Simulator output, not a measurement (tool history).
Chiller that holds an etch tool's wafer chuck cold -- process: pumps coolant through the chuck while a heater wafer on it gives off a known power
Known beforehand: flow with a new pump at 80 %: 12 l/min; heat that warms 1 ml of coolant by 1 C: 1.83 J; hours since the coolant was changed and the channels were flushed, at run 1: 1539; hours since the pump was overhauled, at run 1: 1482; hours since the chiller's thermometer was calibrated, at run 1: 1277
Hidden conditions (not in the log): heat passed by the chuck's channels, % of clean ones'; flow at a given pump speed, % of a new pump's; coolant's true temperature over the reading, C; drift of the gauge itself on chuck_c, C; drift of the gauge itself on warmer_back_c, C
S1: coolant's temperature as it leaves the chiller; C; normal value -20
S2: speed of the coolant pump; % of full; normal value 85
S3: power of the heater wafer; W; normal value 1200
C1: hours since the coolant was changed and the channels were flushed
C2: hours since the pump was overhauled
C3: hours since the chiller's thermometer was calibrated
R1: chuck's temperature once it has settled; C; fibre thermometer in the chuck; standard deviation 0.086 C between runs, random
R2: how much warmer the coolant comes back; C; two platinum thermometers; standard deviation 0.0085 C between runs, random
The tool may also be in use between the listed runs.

Run 1, hour 0: usual settings; C1 1539; C2 1482; C3 1277. Result: R1 -11.4 C, R2 3.118 C.
Run 2, hour 31.5: usual settings but S1 -24 C; C1 1571; C2 1513; C3 1309. Result: R1 -15.43 C, R2 3.12 C.
Run 3, hour 54: usual settings but S1 -24 C; C1 1594; C2 1536; C3 1331. Result: R1 -15.39 C, R2 3.122 C.
Run 4, hour 79.8: usual settings but S1 -24 C; C1 1619; C2 1561; C3 1357. Result: R1 -15.35 C, R2 3.123 C.
Run 5, hour 99.2: usual settings; C1 1639; C2 1581; C3 1377. Result: R1 -11.35 C, R2 3.112 C.
Run 6, hour 125: usual settings; C1 1664; C2 1607; C3 1402. Result: R1 -11.13 C, R2 3.143 C.
Run 7, hour 156.7: usual settings but S2 65 % of full; C1 1696; C2 1638; C3 1434. Result: R1 -9.71 C, R2 4.079 C.
Run 8, hour 183.6: usual settings but S2 65 % of full; C1 1723; C2 1665; C3 1461. Result: R1 -9.61 C, R2 4.076 C.
Run 9, hour 221.9: usual settings but S2 65 % of full; C1 1761; C2 1704; C3 1499. Result: R1 -9.61 C, R2 4.087 C.
Run 10, hour 263: usual settings but S2 65 % of full; C1 1802; C2 1745; C3 1540. Result: R1 -9.74 C, R2 4.091 C.
Run 11, hour 289.3: usual settings but S2 65 % of full; C1 1829; C2 1771; C3 1567. Result: R1 -9.64 C, R2 4.095 C.
Run 12, hour 310.6: usual settings but S1 -14 C, S2 65 % of full; C1 1850; C2 1792; C3 1588. Result: R1 -3.44 C, R2 4.105 C.
At hour 319: coolant pump overhauled.
Run 13, hour 342.2: usual settings but S1 -14 C, S2 65 % of full; C1 1877; C2 23; C3 1615. Result: R1 -3.52 C, R2 4.123 C.
Run 14, hour 386.4: usual settings but S1 -14 C, S2 65 % of full; C1 1921; C2 67; C3 1659. Result: R1 -3.26 C, R2 4.116 C.
Run 15, hour 410.2: usual settings; C1 1945; C2 91; C3 1683. Result: R1 -11.23 C, R2 3.167 C.
Run 16, hour 445: usual settings but S1 -12 C; C1 1979; C2 126; C3 1717. Result: R1 -3.15 C, R2 3.155 C.
Run 17, hour 465.2: usual settings but S1 -12 C; C1 2000; C2 146; C3 1738. Result: R1 -3.07 C, R2 3.144 C.
Run 18, hour 501.8: usual settings but S1 -23 C, S2 98 % of full, S3 1260 W; C1 2036; C2 183; C3 1774. Result: R1 -14.59 C, R2 2.872 C.
Run 19, hour 529: usual settings but S1 -26 C, S3 813 W; C1 2063; C2 210; C3 1801. Result: R1 -19.83 C, R2 2.14 C.
Run 20, hour 553.8: usual settings but S1 -26 C, S3 813 W; C1 2088; C2 235; C3 1826. Result: R1 -19.86 C, R2 2.152 C.
Run 21, hour 599.1: usual settings but S1 -11 C; C1 2134; C2 280; C3 1872. Result: R1 -2.12 C, R2 3.162 C.
At hour 607.6: coolant pump overhauled, once more.
Run 22, hour 627.2: usual settings but S1 -13 C, S2 61 % of full; C1 2157; C2 20; C3 1895. Result: R1 -2.13 C, R2 4.279 C.
Run 23, hour 668.2: usual settings but S1 -13 C, S2 61 % of full; C1 2198; C2 61; C3 1936. Result: R1 -2.07 C, R2 4.28 C.
Run 24, hour 695: usual settings but S1 -24 C, S2 61 % of full, S3 838 W; C1 2224; C2 87; C3 1962. Result: R1 -16.18 C, R2 2.994 C.
Run 25, hour 742.9: usual settings but S1 -12 C, S2 69 % of full; C1 2272; C2 135; C3 2010. Result: R1 -1.88 C, R2 3.802 C.
Run 26, hour 788.1: usual settings but S1 -12 C, S2 69 % of full; C1 2318; C2 180; C3 2055. Result: R1 -1.93 C, R2 3.798 C.
Run 27, hour 823.7: usual settings but S1 -12 C, S2 69 % of full; C1 2353; C2 216; C3 2091. Result: R1 -1.73 C, R2 3.783 C.
Run 28, hour 857.8: usual settings but S1 -26 C; C1 2387; C2 250; C3 2125. Result: R1 -17.12 C, R2 3.08 C.
Run 29, hour 891.7: usual settings but S1 -26 C; C1 2421; C2 284; C3 2159. Result: R1 -17.05 C, R2 3.097 C.
Run 30, hour 925.7: usual settings but S1 -26 C, S3 1161 W; C1 2455; C2 318; C3 2193. Result: R1 -17.29 C, R2 2.986 C.
Run 31, hour 950.9: usual settings but S1 -26 C, S3 1161 W; C1 2480; C2 343; C3 2218. Result: R1 -17.34 C, R2 2.986 C.

How would selected steps in R1 from run to run divide? Give the signed amount a tool lacking its hidden state would still show from settings, what came in and random variation, and the signed amount left for the hidden state, including any gauge scatter that is not in both of the compared results.
Run 18 -> 19: S1 -23 -> -26, S2 98 -> 85, S3 1260 -> 813. R1 -5.24 C: hidden state -0.12, all else -5.12.
Run 20 -> 21: S1 -26 -> -11, S3 813 -> 1200. R1 +17.74 C: hidden state +0.16, all else +17.58.
Run 24 -> 25: S1 -24 -> -12, S2 61 -> 69, S3 838 -> 1200. R1 +14.3 C: hidden state +0.12, all else +14.18.
Run 27 -> 28: S1 -12 -> -26, S2 69 -> 85. R1 -15.39 C: hidden state -0.03, all else -15.36.
